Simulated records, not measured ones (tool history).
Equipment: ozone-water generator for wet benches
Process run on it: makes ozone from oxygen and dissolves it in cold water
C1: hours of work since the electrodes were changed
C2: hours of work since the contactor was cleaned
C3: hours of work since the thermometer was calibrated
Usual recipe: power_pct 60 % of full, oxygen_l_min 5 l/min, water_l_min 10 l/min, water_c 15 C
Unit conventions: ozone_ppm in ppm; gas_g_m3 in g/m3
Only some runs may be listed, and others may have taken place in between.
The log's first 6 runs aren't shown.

run 7 hour=530 | power_pct=60 oxygen_l_min=5 water_l_min=10 water_c=8 | C1=3661 C2=6574 C3=3806 | ozone_ppm=21.3 gas_g_m3=133.3
run 8 hour=584.1 | power_pct=60 oxygen_l_min=5 water_l_min=10 water_c=8 | C1=3712 C2=6625 C3=3857 | ozone_ppm=21.6 gas_g_m3=131.4
run 9 hour=659.1 | power_pct=60 oxygen_l_min=5 water_l_min=10 water_c=8 | C1=3783 C2=6696 C3=3928 | ozone_ppm=21.3 gas_g_m3=131.7
run 10 hour=738.2 | power_pct=60 oxygen_l_min=5 water_l_min=10 water_c=8 | C1=3858 C2=6771 C3=4003 | ozone_ppm=21.4 gas_g_m3=132.8
run 11 hour=828 | power_pct=60 oxygen_l_min=5 water_l_min=10 water_c=8 | C1=3944 C2=6856 C3=4088 | ozone_ppm=21.3 gas_g_m3=132.1
run 12 hour=896.1 | power_pct=60 oxygen_l_min=5 water_l_min=10 water_c=8 | C1=4008 C2=6921 C3=4153 | ozone_ppm=21.3 gas_g_m3=131.5
run 13 hour=964.8 | power_pct=60 oxygen_l_min=5 water_l_min=10 water_c=8 | C1=4073 C2=6986 C3=4218 | ozone_ppm=21.3 gas_g_m3=132.5
run 14 hour=1019.8 | power_pct=60 oxygen_l_min=6.15 water_l_min=10 water_c=8 | C1=4125 C2=7038 C3=4270 | ozone_ppm=21.6 gas_g_m3=122.6
run 15 hour=1074.6 | power_pct=50 oxygen_l_min=5 water_l_min=10 water_c=15 | C1=4177 C2=7090 C3=4322 | ozone_ppm=16.9 gas_g_m3=118.9
run 16 hour=1159.7 | power_pct=50 oxygen_l_min=5 water_l_min=10 water_c=18 | C1=4258 C2=7171 C3=4402 | ozone_ppm=15.9 gas_g_m3=118.3
run 17 hour=1220.8 | power_pct=50 oxygen_l_min=5 water_l_min=10 water_c=18 | C1=4316 C2=7229 C3=4460 | ozone_ppm=15.7 gas_g_m3=117.4
-- hour=1294.9 water thermometer calibrated
run 18 hour=1308.9 | power_pct=50 oxygen_l_min=4.03 water_l_min=7 water_c=18 | C1=4399 C2=7312 C3=13 | ozone_ppm=20.2 gas_g_m3=126.2
run 19 hour=1421 | power_pct=50 oxygen_l_min=4.03 water_l_min=7 water_c=18 | C1=4505 C2=7418 C3=120 | ozone_ppm=20.1 gas_g_m3=125.2
run 20 hour=1489.1 | power_pct=50 oxygen_l_min=4.03 water_l_min=7 water_c=18 | C1=4570 C2=7483 C3=184 | ozone_ppm=20.2 gas_g_m3=125
run 21 hour=1548.3 | power_pct=50 oxygen_l_min=4.03 water_l_min=7 water_c=18 | C1=4626 C2=7539 C3=240 | ozone_ppm=19.9 gas_g_m3=127.1
run 22 hour=1597 | power_pct=50 oxygen_l_min=4.03 water_l_min=7 water_c=18 | C1=4672 C2=7585 C3=286 | ozone_ppm=19.8 gas_g_m3=126.5
run 23 hour=1710.1 | power_pct=41 oxygen_l_min=5.37 water_l_min=8 water_c=7 | C1=4779 C2=7692 C3=394 | ozone_ppm=20.4 gas_g_m3=102.4
run 24 hour=1795.1 | power_pct=41 oxygen_l_min=5.37 water_l_min=8 water_c=7 | C1=4860 C2=7773 C3=474 | ozone_ppm=20.3 gas_g_m3=102.7
run 25 hour=1852.1 | power_pct=60 oxygen_l_min=3.58 water_l_min=10 water_c=15 | C1=4914 C2=7827 C3=528 | ozone_ppm=17.5 gas_g_m3=143.1
run 26 hour=1923.5 | power_pct=60 oxygen_l_min=4.04 water_l_min=8 water_c=15 | C1=4982 C2=7895 C3=596 | ozone_ppm=21.3 gas_g_m3=137.5

Predict the results of run 27:
run 27 hour=2013.6 | power_pct=60 oxygen_l_min=5 water_l_min=10 water_c=15 | C1=5067 C2=7980 C3=681 | ozone_ppm=? gas_g_m3=?

ozone_ppm: 18.2 ppm
gas_g_m3: 130.1 g/m3
Minus the tool's unlogged condition, the same run would have read ozone_ppm 22.2 ppm, gas_g_m3 144.6 g/m3.

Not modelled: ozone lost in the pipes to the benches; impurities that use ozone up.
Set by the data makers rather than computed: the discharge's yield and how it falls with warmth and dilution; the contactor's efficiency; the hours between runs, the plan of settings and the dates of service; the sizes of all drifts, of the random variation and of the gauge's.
